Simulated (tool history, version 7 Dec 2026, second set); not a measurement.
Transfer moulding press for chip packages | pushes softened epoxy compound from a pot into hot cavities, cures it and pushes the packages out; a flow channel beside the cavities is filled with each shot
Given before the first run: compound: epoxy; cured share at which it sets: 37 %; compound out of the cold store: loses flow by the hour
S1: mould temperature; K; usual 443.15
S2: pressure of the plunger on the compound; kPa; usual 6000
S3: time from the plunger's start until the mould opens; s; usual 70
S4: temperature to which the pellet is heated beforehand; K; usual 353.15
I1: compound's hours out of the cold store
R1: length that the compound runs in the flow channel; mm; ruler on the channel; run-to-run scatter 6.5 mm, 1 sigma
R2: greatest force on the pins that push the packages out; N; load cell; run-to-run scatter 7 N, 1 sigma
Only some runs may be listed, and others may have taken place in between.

{"run": 1, "hour": 0.0, "S1": 443.15, "S2": 6000, "S3": 70, "S4": 353.15, "I1": 43.9, "R1": 750, "R2": 278}
{"run": 2, "hour": 13.8, "S1": 443.15, "S2": 6180, "S3": 70, "S4": 353.15, "I1": 45.4, "R1": 756, "R2": 324}
{"run": 3, "hour": 22.9, "S1": 443.15, "S2": 6180, "S3": 70, "S4": 353.15, "I1": 17.2, "R1": 864, "R2": 360}
{"run": 4, "hour": 30.3, "S1": 443.15, "S2": 6000, "S3": 57, "S4": 353.15, "I1": 11.0, "R1": 880, "R2": 563}
{"run": 5, "hour": 41.9, "S1": 443.15, "S2": 6000, "S3": 67, "S4": 353.15, "I1": 31.2, "R1": 793, "R2": 405}
{"hour": 46.6, "done": "cavities cleaned with cleaning compound and waxed"}
{"run": 6, "hour": 59.0, "S1": 443.15, "S2": 6000, "S3": 70, "S4": 353.15, "I1": 8.2, "R1": 896, "R2": 480}
{"run": 7, "hour": 75.1, "S1": 443.15, "S2": 6000, "S3": 70, "S4": 353.15, "I1": 21.5, "R1": 821, "R2": 482}
{"run": 8, "hour": 91.6, "S1": 443.15, "S2": 6000, "S3": 70, "S4": 353.15, "I1": 11.2, "R1": 878, "R2": 481}
{"hour": 97.8, "done": "cavities cleaned with cleaning compound and waxed"}
{"run": 9, "hour": 100.9, "S1": 443.15, "S2": 6000, "S3": 70, "S4": 348.15, "I1": 46.9, "R1": 727, "R2": 283}
{"run": 10, "hour": 115.4, "S1": 443.15, "S2": 6000, "S3": 70, "S4": 348.15, "I1": 13.8, "R1": 847, "R2": 339}
{"run": 11, "hour": 129.7, "S1": 443.15, "S2": 6000, "S3": 70, "S4": 353.15, "I1": 21.1, "R1": 823, "R2": 373}
{"hour": 137.5, "done": "cavities cleaned with cleaning compound and waxed, once more"}
{"run": 12, "hour": 139.9, "S1": 448.15, "S2": 6000, "S3": 70, "S4": 353.15, "I1": 23.4, "R1": 797, "R2": 251}
{"run": 13, "hour": 154.9, "S1": 443.15, "S2": 6000, "S3": 70, "S4": 357.15, "I1": 13.9, "R1": 851, "R2": 339}
{"run": 14, "hour": 171.0, "S1": 443.15, "S2": 6000, "S3": 70, "S4": 354.15, "I1": 39.8, "R1": 747, "R2": 371}
{"run": 15, "hour": 185.7, "S1": 441.15, "S2": 6880, "S3": 70, "S4": 353.15, "I1": 27.5, "R1": 850, "R2": 451}
{"hour": 188.6, "done": "cavities cleaned with cleaning compound and waxed"}
{"run": 16, "hour": 201.9, "S1": 449.15, "S2": 4950, "S3": 57, "S4": 359.15, "I1": 26.9, "R1": 687, "R2": 308}
{"hour": 213.8, "done": "plunger's sealing rings changed"}
{"run": 17, "hour": 213.8, "S1": 449.15, "S2": 5230, "S3": 78, "S4": 347.15, "I1": 34.8, "R1": 725, "R2": 308}
{"run": 18, "hour": 221.5, "S1": 447.15, "S2": 6350, "S3": 70, "S4": 353.15, "I1": 40.8, "R1": 789, "R2": 340}
{"run": 19, "hour": 238.0, "S1": 439.15, "S2": 6000, "S3": 76, "S4": 353.15, "I1": 18.0, "R1": 888, "R2": 414}
{"hour": 241.8, "done": "cavities cleaned with cleaning compound and waxed"}
{"run": 20, "hour": 248.7, "S1": 439.15, "S2": 6000, "S3": 76, "S4": 353.15, "I1": 27.9, "R1": 846, "R2": 316}
{"run": 21, "hour": 256.4, "S1": 443.15, "S2": 6580, "S3": 70, "S4": 353.15, "I1": 39.5, "R1": 806, "R2": 311}
{"run": 22, "hour": 264.0, "S1": 443.15, "S2": 6580, "S3": 98, "S4": 349.15, "I1": 37.1, "R1": 818, "R2": 292}
{"run": 23, "hour": 279.2, "S1": 446.15, "S2": 6580, "S3": 98, "S4": 345.15, "I1": 38.0, "R1": 803, "R2": 325}
{"hour": 292.4, "done": "cavities cleaned with cleaning compound and waxed"}
{"run": 24, "hour": 297.1, "S1": 447.15, "S2": 6580, "S3": 98, "S4": 345.15, "I1": 34.7, "R1": 818, "R2": 269}
{"run": 25, "hour": 312.4, "S1": 447.15, "S2": 6580, "S3": 98, "S4": 345.15, "I1": 21.9, "R1": 858, "R2": 298}
{"run": 26, "hour": 326.7, "S1": 441.15, "S2": 5130, "S3": 106, "S4": 345.15, "I1": 13.4, "R1": 809, "R2": 334}
{"hour": 343.1, "done": "cavities cleaned with cleaning compound and waxed"}
{"run": 27, "hour": 344.1, "S1": 441.15, "S2": 5130, "S3": 56, "S4": 360.15, "I1": 46.6, "R1": 680, "R2": 418}
{"run": 28, "hour": 360.3, "S1": 450.15, "S2": 5590, "S3": 87, "S4": 350.15, "I1": 14.7, "R1": 795, "R2": 270}

Predict each of these 4 candidate next runs independently; none follows another, all start after run 28:
{"run": "A", "hour": 369.4, "S1": 450.15, "S2": 5590, "S3": 87, "S4": 353.15, "I1": 42.8, "R1": "?", "R2": "?"}
{"run": "B", "hour": 369.4, "S1": 443.15, "S2": 4580, "S3": 72, "S4": 353.15, "I1": 30.3, "R1": "?", "R2": "?"}
{"run": "C", "hour": 369.4, "S1": 451.15, "S2": 5590, "S3": 56, "S4": 355.15, "I1": 23.5, "R1": "?", "R2": "?"}
{"run": "D", "hour": 369.4, "S1": 438.15, "S2": 5140, "S3": 87, "S4": 350.15, "I1": 26.8, "R1": "?", "R2": "?"}

run=A R1=700 R2=312
run=B R1=688 R2=343
run=C R1=778 R2=334
run=D R1=761 R2=349
With the hidden condition removed and each run's random variation left untouched, the same runs would have given:
run=A R1=722 R2=243
run=B R1=710 R2=272
run=C R1=803 R2=265
run=D R1=785 R2=278

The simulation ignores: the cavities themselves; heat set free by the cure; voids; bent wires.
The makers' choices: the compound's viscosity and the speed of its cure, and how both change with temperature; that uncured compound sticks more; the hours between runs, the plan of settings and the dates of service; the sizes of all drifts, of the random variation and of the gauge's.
